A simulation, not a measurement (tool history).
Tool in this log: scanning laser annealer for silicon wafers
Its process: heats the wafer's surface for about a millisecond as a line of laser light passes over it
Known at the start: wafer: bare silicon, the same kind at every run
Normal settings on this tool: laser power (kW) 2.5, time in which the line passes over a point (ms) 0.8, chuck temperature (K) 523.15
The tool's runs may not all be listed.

run   hour  laser power (kW)  time in which the line passes over a point (ms)  chuck temperature (K)  highest temperature of the surface (K)
  1      0               2.5                                              0.8                 523.15                                 1267.15
  2    7.6               2.5                                              0.8                 523.15                                 1264.15
  3   12.9               2.5                                              0.8                 523.15                                 1264.15
  4   18.6               2.5                                              0.8                 523.15                                 1264.15
  5   31.6               2.5                                            0.668                 523.15                                 1208.15
  6     39             2.691                                            0.668                 523.15                                 1275.15
  7   44.2               2.5                                              0.8                 523.15                                 1263.15
  8   54.3               2.5                                              0.8                 523.15                                 1263.15
  9   62.5              2.68                                              0.8                 523.15                                 1332.15
 10   71.8              2.68                                              0.8                 523.15                                 1329.15
 11   80.1               2.5                                              0.8                 523.15                                 1262.15
 12   91.5               2.5                                              0.8                 523.15                                 1262.15
 13   97.4               2.5                                              0.8                 523.15                                 1259.15
 14  106.4               2.5                                              0.8                 523.15                                 1263.15
 15  115.8               2.5                                            0.765                 526.15                                 1250.15
 16  122.1             2.746                                            0.677                 523.15                                 1291.15
 17  132.3             2.665                                            0.567                 494.15                                 1177.15
 18  140.6             2.665                                            0.567                 494.15                                 1177.15
 19  148.2             2.665                                            0.567                 494.15                                 1178.15
 20  155.6             2.233                                            0.886                 514.15                                 1178.15
 21  161.3             2.495                                            0.886                 520.15                                 1287.15

The next listed run, before its measurement:
 22  169.4             2.227                                            0.886                 491.15                                       ?

highest temperature of the surface (K): 1155.15
Had the tool carried no hidden state, the very same run would have given highest temperature of the surface (K) 1184.15.

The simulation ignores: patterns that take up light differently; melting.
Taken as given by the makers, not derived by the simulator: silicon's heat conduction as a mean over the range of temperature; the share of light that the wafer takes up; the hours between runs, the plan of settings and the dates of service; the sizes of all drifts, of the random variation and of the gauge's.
